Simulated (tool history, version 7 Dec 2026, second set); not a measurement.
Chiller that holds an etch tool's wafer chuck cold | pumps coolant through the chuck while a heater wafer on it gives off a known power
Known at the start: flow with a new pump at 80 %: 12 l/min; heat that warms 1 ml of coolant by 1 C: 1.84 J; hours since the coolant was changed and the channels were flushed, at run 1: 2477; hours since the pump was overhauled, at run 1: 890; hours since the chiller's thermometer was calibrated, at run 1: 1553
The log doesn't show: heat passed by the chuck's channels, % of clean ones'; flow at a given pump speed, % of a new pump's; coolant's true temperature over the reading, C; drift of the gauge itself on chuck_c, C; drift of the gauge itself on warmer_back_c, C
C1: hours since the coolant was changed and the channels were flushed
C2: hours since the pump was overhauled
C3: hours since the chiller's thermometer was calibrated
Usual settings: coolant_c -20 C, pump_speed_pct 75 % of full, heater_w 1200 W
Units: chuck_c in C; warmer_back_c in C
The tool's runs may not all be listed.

{"run": 1, "hour": 0.0, "coolant_c": -20, "pump_speed_pct": 75, "heater_w": 1200, "C1": 2477, "C2": 890, "C3": 1553, "chuck_c": -9.6, "warmer_back_c": 3.47}
{"run": 2, "hour": 158.6, "coolant_c": -20, "pump_speed_pct": 75, "heater_w": 1200, "C1": 2635, "C2": 1048, "C3": 1712, "chuck_c": -9.4, "warmer_back_c": 3.56}
{"run": 3, "hour": 310.2, "coolant_c": -20, "pump_speed_pct": 75, "heater_w": 1200, "C1": 2787, "C2": 1200, "C3": 1864, "chuck_c": -9.7, "warmer_back_c": 3.54}
{"run": 4, "hour": 415.9, "coolant_c": -25, "pump_speed_pct": 75, "heater_w": 1200, "C1": 2892, "C2": 1306, "C3": 1969, "chuck_c": -14.5, "warmer_back_c": 3.56}
{"hour": 486.4, "done": "chiller's thermometer calibrated"}
{"run": 5, "hour": 525.4, "coolant_c": -25, "pump_speed_pct": 75, "heater_w": 1200, "C1": 3001, "C2": 1414, "C3": 39, "chuck_c": -14.6, "warmer_back_c": 3.57}
{"run": 6, "hour": 642.4, "coolant_c": -25, "pump_speed_pct": 75, "heater_w": 1200, "C1": 3118, "C2": 1531, "C3": 156, "chuck_c": -14.6, "warmer_back_c": 3.55}
{"run": 7, "hour": 754.8, "coolant_c": -25, "pump_speed_pct": 75, "heater_w": 1200, "C1": 3230, "C2": 1643, "C3": 268, "chuck_c": -14.4, "warmer_back_c": 3.56}
{"run": 8, "hour": 893.1, "coolant_c": -20, "pump_speed_pct": 75, "heater_w": 1200, "C1": 3369, "C2": 1782, "C3": 407, "chuck_c": -9.5, "warmer_back_c": 3.59}
{"run": 9, "hour": 966.2, "coolant_c": -20, "pump_speed_pct": 75, "heater_w": 1200, "C1": 3442, "C2": 1855, "C3": 480, "chuck_c": -9.5, "warmer_back_c": 3.6}
{"run": 10, "hour": 1119.4, "coolant_c": -20, "pump_speed_pct": 75, "heater_w": 1200, "C1": 3595, "C2": 2008, "C3": 633, "chuck_c": -9.4, "warmer_back_c": 3.61}
{"run": 11, "hour": 1279.6, "coolant_c": -20, "pump_speed_pct": 75, "heater_w": 1200, "C1": 3755, "C2": 2168, "C3": 793, "chuck_c": -9.5, "warmer_back_c": 3.62}
{"run": 12, "hour": 1356.7, "coolant_c": -20, "pump_speed_pct": 75, "heater_w": 1200, "C1": 3832, "C2": 2245, "C3": 870, "chuck_c": -9.5, "warmer_back_c": 3.64}
{"run": 13, "hour": 1456.1, "coolant_c": -20, "pump_speed_pct": 75, "heater_w": 1200, "C1": 3932, "C2": 2345, "C3": 970, "chuck_c": -9.4, "warmer_back_c": 3.66}
{"run": 14, "hour": 1604.6, "coolant_c": -20, "pump_speed_pct": 75, "heater_w": 1059, "C1": 4080, "C2": 2493, "C3": 1118, "chuck_c": -10.8, "warmer_back_c": 3.22}
{"run": 15, "hour": 1766.0, "coolant_c": -20, "pump_speed_pct": 75, "heater_w": 1059, "C1": 4242, "C2": 2655, "C3": 1280, "chuck_c": -10.8, "warmer_back_c": 3.19}
{"run": 16, "hour": 1932.5, "coolant_c": -20, "pump_speed_pct": 75, "heater_w": 1059, "C1": 4408, "C2": 2821, "C3": 1446, "chuck_c": -10.7, "warmer_back_c": 3.21}
{"run": 17, "hour": 2020.4, "coolant_c": -22, "pump_speed_pct": 64, "heater_w": 1572, "C1": 4496, "C2": 2909, "C3": 1534, "chuck_c": -6.0, "warmer_back_c": 5.65}
{"run": 18, "hour": 2160.7, "coolant_c": -20, "pump_speed_pct": 64, "heater_w": 1200, "C1": 4636, "C2": 3049, "C3": 1674, "chuck_c": -7.7, "warmer_back_c": 4.35}
{"run": 19, "hour": 2317.8, "coolant_c": -18, "pump_speed_pct": 98, "heater_w": 852, "C1": 4793, "C2": 3206, "C3": 1831, "chuck_c": -11.9, "warmer_back_c": 2.0}
{"run": 20, "hour": 2479.5, "coolant_c": -20, "pump_speed_pct": 75, "heater_w": 907, "C1": 4955, "C2": 3368, "C3": 1993, "chuck_c": -12.1, "warmer_back_c": 2.81}
{"hour": 2524.2, "done": "chiller's thermometer calibrated"}
{"run": 21, "hour": 2639.8, "coolant_c": -20, "pump_speed_pct": 75, "heater_w": 907, "C1": 5114, "C2": 3528, "C3": 116, "chuck_c": -11.9, "warmer_back_c": 2.79}
{"run": 22, "hour": 2784.1, "coolant_c": -23, "pump_speed_pct": 68, "heater_w": 621, "C1": 5259, "C2": 3672, "C3": 260, "chuck_c": -17.0, "warmer_back_c": 2.24}
{"run": 23, "hour": 2927.5, "coolant_c": -20, "pump_speed_pct": 75, "heater_w": 1254, "C1": 5402, "C2": 3815, "C3": 403, "chuck_c": -9.0, "warmer_back_c": 3.86}
{"run": 24, "hour": 3055.3, "coolant_c": -22, "pump_speed_pct": 68, "heater_w": 1412, "C1": 5530, "C2": 3943, "C3": 531, "chuck_c": -8.4, "warmer_back_c": 4.75}
{"run": 25, "hour": 3183.2, "coolant_c": -14, "pump_speed_pct": 90, "heater_w": 1129, "C1": 5658, "C2": 4071, "C3": 659, "chuck_c": -5.5, "warmer_back_c": 2.9}
{"hour": 3223.8, "done": "coolant changed, channels flushed"}
{"run": 26, "hour": 3345.8, "coolant_c": -23, "pump_speed_pct": 90, "heater_w": 1582, "C1": 122, "C2": 4228, "C3": 816, "chuck_c": -11.3, "warmer_back_c": 4.0}
{"run": 27, "hour": 3480.0, "coolant_c": -11, "pump_speed_pct": 72, "heater_w": 869, "C1": 256, "C2": 4362, "C3": 950, "chuck_c": -3.1, "warmer_back_c": 2.84}
{"run": 28, "hour": 3572.9, "coolant_c": -19, "pump_speed_pct": 72, "heater_w": 1146, "C1": 349, "C2": 4455, "C3": 1043, "chuck_c": -8.7, "warmer_back_c": 3.7}
{"run": 29, "hour": 3654.4, "coolant_c": -19, "pump_speed_pct": 73, "heater_w": 1401, "C1": 431, "C2": 4536, "C3": 1124, "chuck_c": -6.5, "warmer_back_c": 4.47}
{"run": 30, "hour": 3741.5, "coolant_c": -16, "pump_speed_pct": 69, "heater_w": 1200, "C1": 518, "C2": 4623, "C3": 1211, "chuck_c": -4.7, "warmer_back_c": 4.12}
{"run": 31, "hour": 3873.9, "coolant_c": -20, "pump_speed_pct": 77, "heater_w": 1486, "C1": 650, "C2": 4756, "C3": 1344, "chuck_c": -7.1, "warmer_back_c": 4.49}

Forecast each of these 4 alternatives for the next run:
{"run": "A", "hour": 4023.7, "coolant_c": -23, "pump_speed_pct": 86, "heater_w": 652, "C1": 800, "C2": 4905, "C3": 1494, "chuck_c": "?", "warmer_back_c": "?"}
{"run": "B", "hour": 4023.7, "coolant_c": -20, "pump_speed_pct": 75, "heater_w": 1481, "C1": 800, "C2": 4905, "C3": 1494, "chuck_c": "?", "warmer_back_c": "?"}
{"run": "C", "hour": 4023.7, "coolant_c": -20, "pump_speed_pct": 92, "heater_w": 869, "C1": 800, "C2": 4905, "C3": 1494, "chuck_c": "?", "warmer_back_c": "?"}
{"run": "D", "hour": 4023.7, "coolant_c": -20, "pump_speed_pct": 91, "heater_w": 1361, "C1": 800, "C2": 4905, "C3": 1494, "chuck_c": "?", "warmer_back_c": "?"}

run=A chuck_c=-17.9 warmer_back_c=1.87
run=B chuck_c=-6.9 warmer_back_c=4.58
run=C chuck_c=-13.6 warmer_back_c=2.25
run=D chuck_c=-10.0 warmer_back_c=3.50
Without the tool's hidden state the same runs would have given:
run=A chuck_c=-17.9 warmer_back_c=1.62
run=B chuck_c=-6.9 warmer_back_c=4.32
run=C chuck_c=-13.6 warmer_back_c=2.00
run=D chuck_c=-10.0 warmer_back_c=3.25

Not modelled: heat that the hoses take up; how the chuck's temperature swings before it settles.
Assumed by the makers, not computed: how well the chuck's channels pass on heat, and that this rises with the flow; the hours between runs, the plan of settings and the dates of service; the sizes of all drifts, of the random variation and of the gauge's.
